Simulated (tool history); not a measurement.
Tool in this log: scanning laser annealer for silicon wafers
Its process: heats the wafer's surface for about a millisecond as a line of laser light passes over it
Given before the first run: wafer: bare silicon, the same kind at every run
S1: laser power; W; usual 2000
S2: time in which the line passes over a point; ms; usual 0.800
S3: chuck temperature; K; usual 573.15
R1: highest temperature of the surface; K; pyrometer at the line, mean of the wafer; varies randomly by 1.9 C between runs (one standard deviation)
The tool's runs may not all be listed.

run,hour,S1,S2,S3,R1
1,0.0,2000,0.800,573.15,1409.15
2,56.0,2000,0.800,573.15,1406.15
3,84.3,2000,0.800,573.15,1407.15
4,142.2,2000,0.800,573.15,1409.15
5,203.5,2000,0.938,573.15,1470.15
6,247.5,1931,0.800,573.15,1370.15
7,279.6,2000,0.800,612.15,1446.15
8,334.2,2000,0.800,612.15,1446.15
9,359.0,2000,0.800,612.15,1447.15
10,411.0,2000,0.800,612.15,1445.15
11,462.0,2000,0.800,612.15,1449.15
12,500.6,2000,0.800,612.15,1444.15
13,545.7,2000,0.800,612.15,1449.15
14,577.6,2000,0.800,573.15,1406.15
15,637.7,2000,0.800,573.15,1408.15
16,674.9,2000,0.800,573.15,1408.15
# hour 688.7: window over the wafer cleaned
17,729.9,1858,0.800,573.15,1332.15
18,763.3,2000,0.800,566.15,1403.15
19,807.8,1824,0.800,573.15,1314.15
20,856.6,1824,0.800,540.15,1281.15
21,885.9,2000,0.600,573.15,1313.15
22,920.0,2185,0.800,609.15,1545.15
23,980.9,1830,0.800,575.15,1318.15
24,1021.6,2135,0.642,538.15,1368.15
25,1063.1,2135,0.642,538.15,1367.15
26,1107.5,2135,0.642,538.15,1368.15
27,1150.2,2135,0.594,538.15,1343.15
28,1185.5,2135,0.594,538.15,1343.15
29,1238.2,2000,0.800,571.15,1409.15
30,1277.1,1722,0.800,593.15,1278.15
31,1303.7,1722,0.800,593.15,1278.15
32,1354.6,1722,0.800,593.15,1280.15
33,1391.2,2000,0.609,565.15,1308.15
34,1451.9,1904,0.895,577.15,1398.15
35,1480.0,1904,0.895,577.15,1400.15
36,1536.7,2084,0.696,535.15,1366.15
37,1569.5,1907,0.986,537.15,1398.15
38,1595.4,2166,0.807,561.15,1495.15

Expected results for the next run?
39,1650.5,1964,0.772,560.15,?

R1: 1365.15 K
The same run, on a tool lacking any hidden state, would have yielded R1 1366.15 K.
